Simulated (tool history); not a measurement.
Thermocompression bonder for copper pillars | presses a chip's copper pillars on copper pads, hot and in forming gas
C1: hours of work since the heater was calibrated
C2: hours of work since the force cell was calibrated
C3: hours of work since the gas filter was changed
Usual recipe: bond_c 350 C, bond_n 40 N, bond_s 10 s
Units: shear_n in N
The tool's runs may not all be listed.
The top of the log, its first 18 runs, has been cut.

Run 19, hour 345.0: usual settings but bond_c 332 C, bond_n 41 N, bond_s 8 s; C1 581; C2 400; C3 245. Result: shear_n 73.7 N.
Run 20, hour 371.6: usual settings but bond_c 332 C, bond_n 41 N, bond_s 8 s; C1 600; C2 419; C3 264. Result: shear_n 73.2 N.
Run 21, hour 383.5: usual settings but bond_c 332 C, bond_n 41 N, bond_s 8 s; C1 608; C2 427; C3 273. Result: shear_n 73.4 N.
Run 22, hour 403.6: usual settings but bond_c 336 C, bond_n 34 N, bond_s 20 s; C1 623; C2 442; C3 287. Result: shear_n 82.0 N.
Run 23, hour 415.3: usual settings but bond_c 336 C, bond_n 34 N, bond_s 20 s; C1 631; C2 450; C3 295. Result: shear_n 82.1 N.
Run 24, hour 439.4: usual settings but bond_c 336 C, bond_n 34 N, bond_s 20 s; C1 648; C2 467; C3 313. Result: shear_n 82.9 N.
Run 25, hour 451.0: usual settings but bond_c 336 C, bond_n 34 N, bond_s 14 s; C1 656; C2 475; C3 321. Result: shear_n 75.4 N.
At hour 466.0: gauge calibrated.
Run 26, hour 469.7: usual settings but bond_c 336 C, bond_n 34 N, bond_s 14 s; C1 670; C2 489; C3 334. Result: shear_n 74.2 N.
Run 27, hour 494.8: usual settings but bond_c 364 C, bond_s 11 s; C1 688; C2 506; C3 352. Result: shear_n 88.1 N.
At hour 510.2: forming gas filter changed.
Run 28, hour 516.1: usual settings but bond_c 364 C, bond_s 11 s; C1 702; C2 521; C3 4. Result: shear_n 89.7 N.
Run 29, hour 536.9: usual settings but bond_c 336 C, bond_n 51 N, bond_s 12 s; C1 717; C2 536; C3 19. Result: shear_n 95.7 N.
Run 30, hour 551.9: usual settings but bond_c 365 C, bond_n 44 N, bond_s 21 s; C1 728; C2 547; C3 30. Result: shear_n 105.1 N.
Run 31, hour 565.0: usual settings but bond_n 41 N, bond_s 12 s; C1 737; C2 556; C3 39. Result: shear_n 88.4 N.
Run 32, hour 578.2: usual settings but bond_c 332 C, bond_n 41 N, bond_s 12 s; C1 747; C2 565; C3 48. Result: shear_n 80.8 N.
Run 33, hour 591.1: usual settings but bond_c 366 C, bond_n 41 N, bond_s 14 s; C1 756; C2 575; C3 58. Result: shear_n 96.3 N.
Run 34, hour 603.6: usual settings but bond_c 366 C, bond_n 41 N, bond_s 14 s; C1 765; C2 583; C3 66. Result: shear_n 96.5 N.
Run 35, hour 631.4: usual settings; C1 784; C2 603; C3 86. Result: shear_n 83.6 N.
Run 36, hour 652.2: usual settings; C1 799; C2 618; C3 101. Result: shear_n 82.4 N.
Run 37, hour 664.0: usual settings but bond_c 354 C, bond_n 53 N, bond_s 18 s; C1 808; C2 626; C3 109. Result: shear_n 107.4 N.
Run 38, hour 680.4: usual settings but bond_c 354 C, bond_n 53 N, bond_s 18 s; C1 819; C2 638; C3 121. Result: shear_n 109.1 N.
Run 39, hour 704.3: usual settings but bond_c 354 C, bond_n 53 N, bond_s 18 s; C1 836; C2 655; C3 138. Result: shear_n 108.1 N.
Run 40, hour 718.1: usual settings but bond_c 354 C, bond_n 25 N, bond_s 30 s; C1 846; C2 665; C3 148. Result: shear_n 78.4 N.

Alternative continuations, all from the tool just after run 40; predict every row:
Run A, hour 734.4: usual settings but bond_c 354 C, bond_n 51 N, bond_s 30 s; C1 858; C2 677; C3 159. Result: shear_n ?.
Run B, hour 734.4: usual settings but bond_c 365 C, bond_n 30 N, bond_s 30 s; C1 858; C2 677; C3 159. Result: shear_n ?.
Run C, hour 734.4: usual settings but bond_c 368 C, bond_n 25 N, bond_s 30 s; C1 858; C2 677; C3 159. Result: shear_n ?.

run  shear_n
  A    111.0
  B     93.8
  C     83.7
Take away the tool's hidden state, keep each run's random variation, and the runs would have read:
run  shear_n
  A    109.4
  B     92.3
  C     82.3

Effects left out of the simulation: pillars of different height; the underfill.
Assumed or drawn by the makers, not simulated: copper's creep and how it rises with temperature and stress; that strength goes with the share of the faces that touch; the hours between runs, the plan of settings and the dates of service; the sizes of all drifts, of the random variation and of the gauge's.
